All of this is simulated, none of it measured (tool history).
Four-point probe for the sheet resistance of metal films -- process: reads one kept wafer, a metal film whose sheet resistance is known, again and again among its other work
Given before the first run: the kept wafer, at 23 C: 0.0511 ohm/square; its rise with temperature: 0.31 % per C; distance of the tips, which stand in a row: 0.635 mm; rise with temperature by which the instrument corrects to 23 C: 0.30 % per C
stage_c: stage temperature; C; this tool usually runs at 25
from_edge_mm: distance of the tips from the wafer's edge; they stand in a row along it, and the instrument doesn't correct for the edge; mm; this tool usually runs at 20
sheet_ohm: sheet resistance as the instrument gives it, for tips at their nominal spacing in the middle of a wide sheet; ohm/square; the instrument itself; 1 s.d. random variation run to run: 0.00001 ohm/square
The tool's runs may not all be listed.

run,hour,stage_c,from_edge_mm,sheet_ohm
1,0.0,25,20,0.050929
2,78.3,25,20,0.050932
3,176.0,25,20,0.050923
4,234.0,25,8,0.051097
5,302.6,25,8,0.051067
6,402.7,25,20,0.050913
7,460.0,25,20,0.050925
8,511.6,31,20,0.050974
9,570.5,19,7,0.051065
10,618.5,19,7,0.051059
11,723.8,25,19,0.050926
12,816.2,28,69,0.050920
13,881.9,22,12,0.050951
14,993.4,32,5,0.051568
15,1085.8,33,4,0.051820
16,1134.1,35,36,0.051156

Not shown: 1 entry that the log had between the listed runs. Between which runs, and how does the tool's hidden state differ before and after?
Runs 13 to 14: stage's thermometer calibrated (hour 961.3)
  inner tips' distance over the nominal, %: -0.075 -> -0.068; wafer's true temperature over the reading, C: -1.1 -> -0.03
  measured less the result without the state, sheet_ohm: -0.000217 -> -0.000041 ohm/square

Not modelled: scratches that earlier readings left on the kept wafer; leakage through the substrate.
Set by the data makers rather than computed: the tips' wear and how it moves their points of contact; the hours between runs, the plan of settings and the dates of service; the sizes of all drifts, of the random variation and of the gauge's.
